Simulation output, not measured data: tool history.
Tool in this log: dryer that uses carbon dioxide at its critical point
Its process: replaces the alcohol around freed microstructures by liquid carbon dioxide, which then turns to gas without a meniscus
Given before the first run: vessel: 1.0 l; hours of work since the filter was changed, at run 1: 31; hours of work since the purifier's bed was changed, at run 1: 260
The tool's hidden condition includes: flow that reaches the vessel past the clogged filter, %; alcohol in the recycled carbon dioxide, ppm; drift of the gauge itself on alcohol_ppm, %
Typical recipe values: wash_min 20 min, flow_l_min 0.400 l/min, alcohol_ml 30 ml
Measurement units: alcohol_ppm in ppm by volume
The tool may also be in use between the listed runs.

run	hour	wash_min	flow_l_min	alcohol_ml	hours of work since the filter was changed	hours of work since the purifier's bed was changed	alcohol_ppm
1	0.0	20	0.400	30	31	260	113
2	20.2	20	0.574	30	42	271	71
3	29.8	20	0.429	30	47	276	107
4	46.1	20	0.284	30	56	285	401
5	59.0	19	0.400	30	63	292	138
6	68.3	19	0.400	30	68	297	143
7	78.5	20	0.400	30	73	302	124
8	94.6	20	0.400	30	82	311	122
9	112.0	20	0.400	30	91	320	133
10	127.6	20	0.400	30	99	328	132
11	140.8	32	0.400	30	106	335	91
12	160.5	32	0.400	30	117	346	88
13	173.1	32	0.400	30	124	352	88
14	189.4	20	0.400	37	132	361	154
15	209.0	29	0.325	53	143	371	120
16	227.1	20	0.400	67	152	381	222
17	244.4	18	0.371	36	162	390	292

What does the tool deliver on the next run?
18	257.8	20	0.431	62	169	397	?

alcohol_ppm: 167 ppm by volume
Had the tool carried no hidden state, the very same run would have given alcohol_ppm 57 ppm by volume.
